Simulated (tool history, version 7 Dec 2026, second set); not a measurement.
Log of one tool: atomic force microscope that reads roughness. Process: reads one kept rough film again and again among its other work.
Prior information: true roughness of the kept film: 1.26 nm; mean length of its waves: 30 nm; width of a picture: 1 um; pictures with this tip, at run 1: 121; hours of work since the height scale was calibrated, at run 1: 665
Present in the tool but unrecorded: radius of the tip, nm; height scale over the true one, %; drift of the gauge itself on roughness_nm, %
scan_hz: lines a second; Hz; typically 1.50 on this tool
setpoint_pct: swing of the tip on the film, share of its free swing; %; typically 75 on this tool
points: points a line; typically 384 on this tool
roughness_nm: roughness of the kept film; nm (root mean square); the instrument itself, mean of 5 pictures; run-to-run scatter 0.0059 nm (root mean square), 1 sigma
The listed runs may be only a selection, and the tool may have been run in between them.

run	hour	scan_hz	setpoint_pct	points	pictures with this tip	hours of work since the height scale was calibrated	roughness_nm
1	0.0	1.50	75	384	121	665	1.078
2	16.0	1.50	60	384	157	677	1.149
# hour 36.7: new tip fitted
3	36.7	1.50	75	771	0	692	1.087
4	57.9	1.50	75	771	47	707	1.082
5	71.3	1.50	75	568	77	717	1.090
6	85.9	1.50	75	430	109	728	1.080
7	109.1	2.26	75	384	161	745	1.016
# hour 125.6: new tip fitted
8	127.5	2.26	75	384	5	758	1.033
9	155.0	2.26	75	384	66	778	1.036
10	182.4	2.26	75	384	127	798	1.021
# hour 214.2: new tip fitted
11	214.2	1.50	77	384	0	821	1.068
12	244.7	1.50	77	384	68	843	1.069
13	276.7	1.50	77	384	139	866	1.071
14	293.2	1.50	57	384	176	879	1.153
# hour 303.4: new tip fitted
15	310.5	1.50	57	384	15	891	1.163
16	329.0	1.50	57	384	57	904	1.148
17	353.9	1.50	57	384	112	923	1.157
18	372.9	1.50	57	384	154	936	1.154
19	389.2	1.84	57	499	191	948	1.146
# hour 392.3: new tip fitted
20	403.8	1.84	57	264	26	959	1.145
21	423.4	2.53	80	264	70	973	0.956
22	443.2	2.53	80	264	114	987	0.950

Forecast each of these 4 alternatives for the next run:
A	469.8	1.52	75	384	173	1007	?
B	469.8	2.53	80	876	173	1007	?
C	469.8	1.70	79	477	173	1007	?
D	469.8	1.47	75	384	173	1007	?

run	roughness_nm
A	1.067
B	0.973
C	1.042
D	1.081
Stripped of hidden state, with their random variation kept, the same runs would have yielded:
run	roughness_nm
A	1.071
B	0.977
C	1.046
D	1.085
